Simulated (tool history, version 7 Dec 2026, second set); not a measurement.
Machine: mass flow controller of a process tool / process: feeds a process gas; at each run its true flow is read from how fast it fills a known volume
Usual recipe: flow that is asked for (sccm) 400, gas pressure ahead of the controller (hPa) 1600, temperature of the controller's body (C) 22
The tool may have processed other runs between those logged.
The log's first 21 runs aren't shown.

run,hour,flow that is asked for (sccm),gas pressure ahead of the controller (hPa),temperature of the controller's body (C),hours of work since the controller was set to zero,hours of work since the controller was changed,true flow (%)
22,2229.3,109,1650,35,2172,2172,98.15
23,2347.1,340,1750,34,2238,2238,99.82
24,2465.1,473,2050,34,2305,2305,99.97
25,2571.2,431,2410,29,2366,2366,99.29
26,2653.8,400,1460,25,2413,2413,99.51
27,2760.1,615,2610,29,2473,2473,99.54
28,2899.5,615,2610,29,2552,2552,99.57
29,3029.7,615,2610,29,2626,2626,99.44

Run 30 is up next; what results do you expect?
30,3123.7,644,1600,39,2679,2679,?

Run 30 measured true flow (%) 100.82.
With no hidden state in the tool, this same run would have given true flow (%) 100.79.

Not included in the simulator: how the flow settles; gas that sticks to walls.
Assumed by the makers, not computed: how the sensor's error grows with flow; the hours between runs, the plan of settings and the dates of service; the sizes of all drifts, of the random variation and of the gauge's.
